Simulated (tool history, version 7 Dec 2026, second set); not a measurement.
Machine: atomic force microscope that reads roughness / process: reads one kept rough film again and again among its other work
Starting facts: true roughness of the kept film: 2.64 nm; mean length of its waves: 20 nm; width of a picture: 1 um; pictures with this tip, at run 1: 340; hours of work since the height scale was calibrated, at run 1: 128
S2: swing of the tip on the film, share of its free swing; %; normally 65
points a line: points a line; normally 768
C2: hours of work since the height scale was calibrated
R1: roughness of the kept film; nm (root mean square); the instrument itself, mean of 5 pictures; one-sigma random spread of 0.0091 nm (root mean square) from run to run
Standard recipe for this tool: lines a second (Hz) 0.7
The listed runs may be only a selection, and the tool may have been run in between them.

Run 1, day 0: usual settings; pictures with this tip 340; C2 128. Result: R1 1.648 nm (root mean square).
Run 2, day 0.329: usual settings but lines a second (Hz) 3.701; pictures with this tip 350; C2 133. Result: R1 1.499 nm (root mean square).
Run 3, day 0.496: usual settings; pictures with this tip 355; C2 136. Result: R1 1.629 nm (root mean square).
Run 4, day 0.862: usual settings; pictures with this tip 366; C2 142. Result: R1 1.618 nm (root mean square).
Run 5, day 1.133: usual settings; pictures with this tip 374; C2 146. Result: R1 1.614 nm (root mean square).
Run 6, day 1.429: usual settings; pictures with this tip 383; C2 151. Result: R1 1.593 nm (root mean square).
Run 7, day 1.65: usual settings; pictures with this tip 389; C2 155. Result: R1 1.602 nm (root mean square).
At day 1.9: new tip fitted.
Run 8, day 1.917: usual settings but S2 73 %; pictures with this tip 1; C2 159. Result: R1 2.004 nm (root mean square).
Run 9, day 2.121: usual settings but S2 73 %; pictures with this tip 7; C2 162. Result: R1 2.001 nm (root mean square).
Run 10, day 2.288: usual settings but S2 73 %; pictures with this tip 12; C2 165. Result: R1 1.99 nm (root mean square).
Run 11, day 2.554: usual settings but S2 70 %; pictures with this tip 20; C2 169. Result: R1 1.984 nm (root mean square).
Run 12, day 2.842: usual settings but S2 70 %; pictures with this tip 29; C2 174. Result: R1 1.962 nm (root mean square).
Run 13, day 3.125: usual settings but lines a second (Hz) 1.246; pictures with this tip 37; C2 178. Result: R1 1.957 nm (root mean square).
Run 14, day 3.471: usual settings but lines a second (Hz) 1.5; pictures with this tip 48; C2 184. Result: R1 1.912 nm (root mean square).
Run 15, day 3.775: usual settings but points a line 548; pictures with this tip 57; C2 189. Result: R1 1.934 nm (root mean square).
Run 16, day 4.121: usual settings but lines a second (Hz) 3.237, points a line 548; pictures with this tip 67; C2 195. Result: R1 1.779 nm (root mean square).
Run 17, day 4.454: usual settings but lines a second (Hz) 3.237, points a line 548; pictures with this tip 77; C2 200. Result: R1 1.767 nm (root mean square).
Run 18, day 4.808: usual settings but lines a second (Hz) 3.237, points a line 548; pictures with this tip 88; C2 206. Result: R1 1.756 nm (root mean square).
Run 19, day 5.046: usual settings but lines a second (Hz) 3.237, points a line 548; pictures with this tip 95; C2 210. Result: R1 1.74 nm (root mean square).
Run 20, day 5.35: usual settings but lines a second (Hz) 3.237, S2 64 %, points a line 548; pictures with this tip 104; C2 215. Result: R1 1.725 nm (root mean square).
Run 21, day 5.654: usual settings but S2 61 %; pictures with this tip 114; C2 220. Result: R1 1.884 nm (root mean square).
Run 22, day 5.888: usual settings; pictures with this tip 121; C2 224. Result: R1 1.878 nm (root mean square).
Run 23, day 6.079: usual settings; pictures with this tip 126; C2 227. Result: R1 1.857 nm (root mean square).
Run 24, day 6.325: usual settings; pictures with this tip 134; C2 231. Result: R1 1.85 nm (root mean square).
Run 25, day 6.583: usual settings; pictures with this tip 142; C2 235. Result: R1 1.839 nm (root mean square).
Run 26, day 6.792: usual settings; pictures with this tip 148; C2 239. Result: R1 1.845 nm (root mean square).
Run 27, day 7.1: usual settings; pictures with this tip 157; C2 244. Result: R1 1.831 nm (root mean square).
Run 28, day 7.471: usual settings but lines a second (Hz) 0.937, points a line 748; pictures with this tip 168; C2 250. Result: R1 1.803 nm (root mean square).
Run 29, day 7.683: usual settings but lines a second (Hz) 1.122, S2 76 %, points a line 579; pictures with this tip 175; C2 253. Result: R1 1.726 nm (root mean square).
Run 30, day 7.946: usual settings but lines a second (Hz) 0.565; pictures with this tip 183; C2 258. Result: R1 1.814 nm (root mean square).
Run 31, day 8.15: usual settings but lines a second (Hz) 0.565, S2 83 %, points a line 406; pictures with this tip 189; C2 261. Result: R1 1.726 nm (root mean square).
Run 32, day 8.392: usual settings but lines a second (Hz) 0.565, S2 83 %, points a line 406; pictures with this tip 196; C2 265. Result: R1 1.711 nm (root mean square).
Run 33, day 8.629: usual settings but lines a second (Hz) 0.976, S2 60 %, points a line 406; pictures with this tip 203; C2 269. Result: R1 1.75 nm (root mean square).
Run 34, day 8.942: usual settings but lines a second (Hz) 0.78, S2 60 %, points a line 417; pictures with this tip 213; C2 274. Result: R1 1.761 nm (root mean square).
Run 35, day 9.246: usual settings but lines a second (Hz) 0.78, S2 60 %, points a line 417; pictures with this tip 222; C2 279. Result: R1 1.731 nm (root mean square).
Run 36, day 9.396: usual settings but lines a second (Hz) 2.08; pictures with this tip 226; C2 281. Result: R1 1.673 nm (root mean square).
Run 37, day 9.721: usual settings but points a line 509; pictures with this tip 236; C2 287. Result: R1 1.743 nm (root mean square).
Run 38, day 9.988: usual settings but points a line 509; pictures with this tip 244; C2 291. Result: R1 1.72 nm (root mean square).
Run 39, day 10.233: usual settings but lines a second (Hz) 0.627, S2 58 %, points a line 645; pictures with this tip 252; C2 295. Result: R1 1.73 nm (root mean square).
Run 40, day 10.588: usual settings but lines a second (Hz) 0.784, S2 83 %, points a line 645; pictures with this tip 262; C2 301. Result: R1 1.615 nm (root mean square).
Run 41, day 10.917: usual settings but lines a second (Hz) 0.784, S2 83 %, points a line 645; pictures with this tip 272; C2 306. Result: R1 1.621 nm (root mean square).
Run 42, day 11.217: usual settings but lines a second (Hz) 2.651, S2 63 %, points a line 476; pictures with this tip 281; C2 311. Result: R1 1.577 nm (root mean square).
Run 43, day 11.388: usual settings but lines a second (Hz) 2.632, S2 63 %, points a line 728; pictures with this tip 286; C2 314. Result: R1 1.578 nm (root mean square).
Run 44, day 11.675: usual settings but lines a second (Hz) 1.119; pictures with this tip 295; C2 319. Result: R1 1.637 nm (root mean square).
Run 45, day 11.854: usual settings but lines a second (Hz) 0.516, S2 63 %; pictures with this tip 300; C2 322. Result: R1 1.691 nm (root mean square).
Run 46, day 12.05: usual settings but lines a second (Hz) 1.066, S2 56 %, points a line 321; pictures with this tip 306; C2 325. Result: R1 1.64 nm (root mean square).
Run 47, day 12.317: usual settings but lines a second (Hz) 1.408; pictures with this tip 314; C2 329. Result: R1 1.629 nm (root mean square).
Run 48, day 12.512: usual settings but lines a second (Hz) 3.918, points a line 310; pictures with this tip 320; C2 333. Result: R1 1.457 nm (root mean square).
Run 49, day 12.788: usual settings but lines a second (Hz) 0.811, points a line 731; pictures with this tip 329; C2 337. Result: R1 1.632 nm (root mean square).
Run 50, day 13.138: usual settings but lines a second (Hz) 1.527, S2 66 %, points a line 810; pictures with this tip 339; C2 343. Result: R1 1.583 nm (root mean square).
Run 51, day 13.458: usual settings but lines a second (Hz) 1.527, S2 66 %, points a line 810; pictures with this tip 349; C2 348. Result: R1 1.577 nm (root mean square).
Run 52, day 13.829: usual settings but points a line 829; pictures with this tip 360; C2 354. Result: R1 1.628 nm (root mean square).
Run 53, day 14.021: usual settings but S2 62 %, points a line 500; pictures with this tip 366; C2 357. Result: R1 1.619 nm (root mean square).

Subtracting, for every run, the result it would have given without the tool's unlogged condition from the measured result gives the following. The same run-to-run variation enters both numbers; the gauge's scatter may not:
What the log doesn't record here: radius of the tip, nm; height scale over the true one, %; drift of the gauge itself on roughness_nm, %.
run      R1
  1  -0.393
  2   -0.37
  3  -0.407
  4  -0.416
  5  -0.425
  6  -0.432
  7  -0.439
  8  -0.006
  9  -0.015
 10  -0.022
 11  -0.032
 12  -0.045
 13  -0.056
 14   -0.07
 15  -0.083
 16  -0.089
 17  -0.101
 18  -0.115
 19  -0.122
 20  -0.132
 21  -0.157
 22  -0.165
 23   -0.17
 24  -0.181
 25  -0.191
 26  -0.198
 27  -0.209
 28  -0.219
 29  -0.219
 30   -0.24
 31  -0.235
 32  -0.243
 33  -0.257
 34  -0.271
 35  -0.278
 36  -0.275
 37  -0.297
 38  -0.305
 39  -0.316
 40  -0.309
 41  -0.318
 42  -0.322
 43  -0.328
 44   -0.35
 45  -0.368
 46  -0.362
 47  -0.367
 48  -0.338
 49  -0.388
 50  -0.387
 51  -0.396
 52   -0.42
 53  -0.426
